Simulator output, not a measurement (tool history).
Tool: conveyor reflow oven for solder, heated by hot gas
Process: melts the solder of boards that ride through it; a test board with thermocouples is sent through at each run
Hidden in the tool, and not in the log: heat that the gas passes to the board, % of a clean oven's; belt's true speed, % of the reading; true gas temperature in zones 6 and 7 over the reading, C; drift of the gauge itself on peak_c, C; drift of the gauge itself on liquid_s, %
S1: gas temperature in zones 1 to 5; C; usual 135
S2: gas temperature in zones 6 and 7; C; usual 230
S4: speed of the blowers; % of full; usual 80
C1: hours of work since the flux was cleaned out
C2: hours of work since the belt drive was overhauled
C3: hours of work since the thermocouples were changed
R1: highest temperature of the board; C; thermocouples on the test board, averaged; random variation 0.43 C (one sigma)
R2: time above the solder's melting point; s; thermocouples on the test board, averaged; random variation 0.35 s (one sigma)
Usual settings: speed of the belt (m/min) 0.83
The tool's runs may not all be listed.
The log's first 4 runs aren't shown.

{"run": 5, "hour": 79.7, "S1": 135, "S2": 230, "speed of the belt (m/min)": 0.804, "S4": 80, "C1": 125, "C2": 230, "C3": 167, "R1": 212.1, "R2": 40.5}
{"run": 6, "hour": 95.9, "S1": 135, "S2": 230, "speed of the belt (m/min)": 0.804, "S4": 80, "C1": 133, "C2": 238, "C3": 175, "R1": 211.8, "R2": 40.2}
{"run": 7, "hour": 107.8, "S1": 135, "S2": 230, "speed of the belt (m/min)": 0.804, "S4": 80, "C1": 140, "C2": 244, "C3": 181, "R1": 211.7, "R2": 39.9}
{"run": 8, "hour": 133.8, "S1": 135, "S2": 230, "speed of the belt (m/min)": 0.804, "S4": 80, "C1": 153, "C2": 258, "C3": 195, "R1": 213, "R2": 40.8}
{"hour": 144.6, "done": "flux residue cleaned out of gas plates and filters"}
{"run": 9, "hour": 160.4, "S1": 135, "S2": 230, "speed of the belt (m/min)": 0.804, "S4": 80, "C1": 8, "C2": 270, "C3": 207, "R1": 213.2, "R2": 41.1}
{"run": 10, "hour": 181.7, "S1": 135, "S2": 227, "speed of the belt (m/min)": 0.83, "S4": 80, "C1": 20, "C2": 281, "C3": 218, "R1": 209.3, "R2": 37.4}
{"run": 11, "hour": 209.3, "S1": 138, "S2": 230, "speed of the belt (m/min)": 0.83, "S4": 80, "C1": 34, "C2": 295, "C3": 232, "R1": 212.8, "R2": 40.1}
{"run": 12, "hour": 227.6, "S1": 135, "S2": 230, "speed of the belt (m/min)": 0.83, "S4": 77, "C1": 44, "C2": 305, "C3": 242, "R1": 211.3, "R2": 38.7}
{"run": 13, "hour": 246.2, "S1": 135, "S2": 230, "speed of the belt (m/min)": 0.83, "S4": 77, "C1": 54, "C2": 315, "C3": 252, "R1": 211.1, "R2": 38.2}
{"run": 14, "hour": 272.6, "S1": 135, "S2": 230, "speed of the belt (m/min)": 0.83, "S4": 77, "C1": 68, "C2": 329, "C3": 266, "R1": 211.3, "R2": 37.9}
{"run": 15, "hour": 292.8, "S1": 135, "S2": 230, "speed of the belt (m/min)": 0.83, "S4": 80, "C1": 78, "C2": 340, "C3": 277, "R1": 211.1, "R2": 38.4}
{"run": 16, "hour": 309.3, "S1": 135, "S2": 230, "speed of the belt (m/min)": 1, "S4": 66, "C1": 87, "C2": 348, "C3": 285, "R1": 201.5, "R2": 22.7}

Forecast run 17:
{"run": 17, "hour": 321.1, "S1": 131, "S2": 230, "speed of the belt (m/min)": 0.769, "S4": 60, "C1": 93, "C2": 355, "C3": 292, "R1": "?", "R2": "?"}

{"run 17": {"R1": 209.2, "R2": 38}}
Without the tool's hidden state the same run would have given R1 209.9 C, R2 38.6 s.
